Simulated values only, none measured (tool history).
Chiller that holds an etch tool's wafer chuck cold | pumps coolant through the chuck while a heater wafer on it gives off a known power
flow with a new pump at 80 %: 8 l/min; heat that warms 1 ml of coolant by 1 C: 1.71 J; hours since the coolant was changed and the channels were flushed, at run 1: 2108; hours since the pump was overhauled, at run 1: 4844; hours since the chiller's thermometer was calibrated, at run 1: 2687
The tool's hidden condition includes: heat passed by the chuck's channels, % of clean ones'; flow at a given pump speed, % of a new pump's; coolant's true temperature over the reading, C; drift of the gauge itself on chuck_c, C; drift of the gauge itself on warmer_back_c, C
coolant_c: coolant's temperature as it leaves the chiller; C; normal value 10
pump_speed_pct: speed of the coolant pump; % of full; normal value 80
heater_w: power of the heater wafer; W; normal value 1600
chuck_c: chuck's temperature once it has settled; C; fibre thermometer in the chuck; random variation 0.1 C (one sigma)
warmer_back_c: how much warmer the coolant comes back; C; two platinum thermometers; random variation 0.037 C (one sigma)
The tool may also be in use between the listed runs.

run	hour	coolant_c	pump_speed_pct	heater_w	hours since the coolant was changed and the channels were flushed	hours since the pump was overhauled	hours since the chiller's thermometer was calibrated	chuck_c	warmer_back_c
1	0.0	10	80	1600	2108	4844	2687	24.0	7.36
2	135.5	10	80	1600	2243	4980	2822	24.0	7.33
3	295.0	10	80	1600	2403	5139	2982	24.1	7.35
4	378.7	10	80	1600	2487	5223	3065	24.1	7.37
5	454.0	10	80	1600	2562	5298	3141	24.1	7.34
6	594.4	10	80	1600	2702	5439	3281	24.3	7.31
7	715.7	10	80	1600	2824	5560	3402	24.3	7.34
8	872.1	10	80	964	2980	5716	3559	18.8	4.44
9	972.6	10	80	964	3080	5817	3659	18.8	4.43
10	1097.1	8	80	1600	3205	5941	3784	22.5	7.42
11	1237.4	8	80	1600	3345	6082	3924	22.6	7.41
12	1339.4	8	80	1600	3447	6184	4026	22.5	7.38
13	1411.3	10	93	1781	3519	6256	4098	23.7	6.95
14	1561.6	10	93	1654	3669	6406	4248	23.1	6.49
15	1648.2	10	93	1654	3756	6493	4335	22.8	6.47
16	1744.6	9	93	1315	3852	6589	4431	19.6	5.16
17	1840.4	9	64	1315	3948	6685	4527	24.0	7.83
18	1998.1	8	80	1600	4106	6842	4685	22.6	7.44
19	2083.4	8	80	1600	4191	6928	4770	22.7	7.53
20	2208.0	8	80	1600	4316	7052	4895	22.9	7.52
21	2283.5	8	80	1600	4391	7128	4970	22.8	7.42

Branching from run 21: 5 alternative next runs. What would each branch give?
A	2409.5	8	80	1600	4517	7254	5096	?	?
B	2409.5	8	80	1322	4517	7254	5096	?	?
C	2409.5	9	80	1657	4517	7254	5096	?	?
D	2409.5	17	80	2035	4517	7254	5096	?	?
E	2409.5	5	80	1600	4517	7254	5096	?	?

run	chuck_c	warmer_back_c
A	23.0	7.55
B	20.3	6.24
C	24.4	7.74
D	35.8	9.52
E	19.7	7.47
Take away the tool's hidden state, keep each run's random variation, and the runs would have read:
run	chuck_c	warmer_back_c
A	20.9	7.05
B	18.5	5.83
C	22.3	7.23
D	33.3	8.89
E	17.7	6.98
